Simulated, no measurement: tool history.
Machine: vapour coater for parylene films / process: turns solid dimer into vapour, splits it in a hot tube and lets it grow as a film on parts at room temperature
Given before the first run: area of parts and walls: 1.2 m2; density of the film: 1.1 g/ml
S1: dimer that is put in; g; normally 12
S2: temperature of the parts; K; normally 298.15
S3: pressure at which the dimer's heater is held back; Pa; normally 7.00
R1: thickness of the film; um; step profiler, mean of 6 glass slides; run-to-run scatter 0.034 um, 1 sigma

run	hour	S1	S2	S3	R1
1	0.0	12	298.15	7.00	6.85
2	68.0	12	298.15	7.00	6.82
3	133.6	12	298.15	10.10	6.72
4	187.4	12	298.15	10.10	6.73
5	254.9	12	298.15	2.80	7.30
6	298.0	12	298.15	2.80	7.26
7	330.0	12	298.15	7.00	6.90
8	391.1	6	298.15	7.00	3.49
9	427.0	12	298.15	2.31	7.27
10	480.6	12	298.15	2.31	7.34
11	514.4	12	298.15	2.31	7.35
12	548.7	12	298.15	2.31	7.33
13	580.1	12	298.15	7.00	6.89
14	644.5	12	298.15	7.00	6.93
15	711.2	12	298.15	7.00	6.95
16	765.4	12	298.15	7.00	6.93
17	809.1	5	298.15	7.00	2.85
18	878.8	12	298.15	7.00	6.93
19	912.7	12	298.15	7.00	6.94
20	948.0	12	298.15	7.00	7.05
21	984.9	12	291.15	7.00	8.03
22	1028.5	11	291.15	7.00	7.27
23	1071.9	12	298.15	7.00	6.99
24	1115.1	12	298.15	7.00	6.97
25	1183.0	7	305.15	7.00	3.56
26	1238.5	12	298.15	7.00	6.95
27	1269.8	12	294.15	7.00	7.60
28	1312.0	7	293.15	7.00	4.52
29	1365.8	7	293.15	7.00	4.50
30	1399.9	21	298.15	5.64	12.26
31	1466.1	8	298.15	2.46	4.97
32	1503.8	8	298.15	7.00	4.71
33	1537.7	9	298.15	3.31	5.45
34	1588.0	7	302.15	3.66	3.93
35	1616.2	6	291.15	7.00	4.05
36	1680.9	7	298.15	4.79	4.16
37	1709.1	12	305.15	2.19	6.35
38	1758.9	13	302.15	2.68	7.27
39	1809.4	13	302.15	2.68	7.24
40	1845.0	13	302.15	2.68	7.23
41	1881.0	6	302.15	2.13	3.36
42	1940.3	12	298.15	3.21	7.22
43	1992.1	12	298.15	3.21	7.14
44	2044.7	6	298.15	8.20	3.39
45	2073.2	8	298.15	7.00	4.67
46	2118.9	9	292.15	9.83	5.72

Put back what was entered between runs (6 entries, withheld): which listed runs does each sit between, and how does the hidden state differ from the listed run before to the listed run after?
Between runs 5 and 6: trap's valve overhauled (hour 295.7)
  vapour lost through the trap's worn valve, %: 0.3 -> 0; drift of the gauge itself on film_um, %: 0.37 -> 0.43
  measured minus no-state result, R1: +0.01 -> +0.04 um
Between runs 17 and 18: trap's valve overhauled (hour 858.8)
  vapour lost through the trap's worn valve, %: 0.3 -> 0; drift of the gauge itself on film_um, %: 1.18 -> 1.28
  measured minus no-state result, R1: +0.02 -> +0.09 um
Between runs 30 and 31: trap's valve overhauled (hour 1421.3)
  vapour lost through the trap's worn valve, %: 0.3 -> 0; drift of the gauge itself on film_um, %: 2.04 -> 2.14
  measured minus no-state result, R1: +0.21 -> +0.11 um
Between runs 36 and 37: gauge calibrated (hour 1689.4)
  drift of the gauge itself on film_um, %: 2.45 -> 0.03
  measured minus no-state result, R1: +0.09 -> -0.01 um
Between runs 37 and 38: table's thermometer calibrated (hour 1724.9)
  true temperature of the parts over the reading, C: -0.01 -> 0; drift of the gauge itself on film_um, %: 0.03 -> 0.1
  measured minus no-state result, R1: -0.01 -> +0.00 um
Between runs 42 and 43: trap's valve overhauled (hour 1984.7)
  vapour lost through the trap's worn valve, %: 0.3 -> 0; drift of the gauge itself on film_um, %: 0.37 -> 0.44
  measured minus no-state result, R1: +0.01 -> +0.03 um

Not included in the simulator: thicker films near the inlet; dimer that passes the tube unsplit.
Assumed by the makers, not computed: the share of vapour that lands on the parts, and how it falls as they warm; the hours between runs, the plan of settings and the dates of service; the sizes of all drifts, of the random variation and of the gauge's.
